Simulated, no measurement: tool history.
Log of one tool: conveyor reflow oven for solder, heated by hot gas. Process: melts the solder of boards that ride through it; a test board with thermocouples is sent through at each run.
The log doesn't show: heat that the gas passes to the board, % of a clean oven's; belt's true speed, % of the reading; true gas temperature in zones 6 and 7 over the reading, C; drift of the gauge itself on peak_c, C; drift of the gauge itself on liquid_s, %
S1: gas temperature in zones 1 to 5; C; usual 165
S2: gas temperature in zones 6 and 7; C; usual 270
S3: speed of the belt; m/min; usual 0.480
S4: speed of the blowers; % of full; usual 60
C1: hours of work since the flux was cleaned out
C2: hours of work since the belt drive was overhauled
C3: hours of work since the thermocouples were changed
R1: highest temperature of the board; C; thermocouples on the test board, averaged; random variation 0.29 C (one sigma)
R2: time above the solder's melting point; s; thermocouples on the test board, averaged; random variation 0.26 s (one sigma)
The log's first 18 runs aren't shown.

| run | day | S1 | S2 | S3 | S4 | C1 | C2 | C3 | R1 | R2 |
|---|---|---|---|---|---|---|---|---|---|---|
| 19 | 35.217 | 165 | 260 | 0.474 | 86 | 155 | 155 | 897 | 254.4 | 78.2 |
|  | 37.604 | belt drive overhauled, speed set with a stopwatch, once more |
| 20 | 37.850 | 165 | 270 | 0.542 | 60 | 193 | 4 | 935 | 255.8 | 66.1 |
| 21 | 39.250 | 165 | 263 | 0.480 | 60 | 215 | 26 | 957 | 252.9 | 73.3 |
|  | 39.817 | flux residue cleaned out of gas plates and filters |
| 22 | 41.938 | 160 | 270 | 0.511 | 60 | 33 | 64 | 995 | 257.3 | 69.3 |
| 23 | 43.838 | 160 | 270 | 0.546 | 55 | 62 | 93 | 1025 | 253.8 | 61.9 |
| 24 | 45.492 | 165 | 283 | 0.476 | 60 | 88 | 119 | 1051 | 272.1 | 87.3 |
| 25 | 46.958 | 180 | 271 | 0.556 | 60 | 111 | 142 | 1073 | 259.2 | 71.7 |
| 26 | 48.238 | 180 | 271 | 0.556 | 60 | 131 | 162 | 1093 | 258.8 | 71.6 |
| 27 | 50.762 | 153 | 268 | 0.574 | 77 | 170 | 201 | 1132 | 253.3 | 56.1 |
| 28 | 51.900 | 153 | 268 | 0.574 | 77 | 187 | 219 | 1150 | 252.9 | 56.8 |
| 29 | 53.296 | 153 | 268 | 0.574 | 77 | 209 | 240 | 1172 | 252.9 | 56.1 |
|  | 54.258 | flux residue cleaned out of gas plates and filters |
| 30 | 55.012 | 166 | 282 | 0.428 | 53 | 12 | 264 | 1195 | 275.0 | 100.2 |

4 ways to go on from here, each from the tool as it stands after run 30. What would each give?
| A | 56.317 | 165 | 270 | 0.480 | 88 | 32 | 284 | 1215 | ? | ? |
| B | 56.317 | 166 | 270 | 0.421 | 53 | 32 | 284 | 1215 | ? | ? |
| C | 56.317 | 166 | 282 | 0.389 | 53 | 32 | 284 | 1215 | ? | ? |
| D | 56.317 | 159 | 270 | 0.480 | 56 | 32 | 284 | 1215 | ? | ? |

| run | R1 | R2 |
|---|---|---|
| A | 263.7 | 83.4 |
| B | 263.9 | 94.6 |
| C | 277.2 | 112.2 |
| D | 259.8 | 76.1 |
Without the tool's hidden state the same runs would have given:
| run | R1 | R2 |
|---|---|---|
| A | 260.1 | 80.9 |
| B | 260.2 | 91.6 |
| C | 273.4 | 109.6 |
| D | 256.2 | 73.0 |

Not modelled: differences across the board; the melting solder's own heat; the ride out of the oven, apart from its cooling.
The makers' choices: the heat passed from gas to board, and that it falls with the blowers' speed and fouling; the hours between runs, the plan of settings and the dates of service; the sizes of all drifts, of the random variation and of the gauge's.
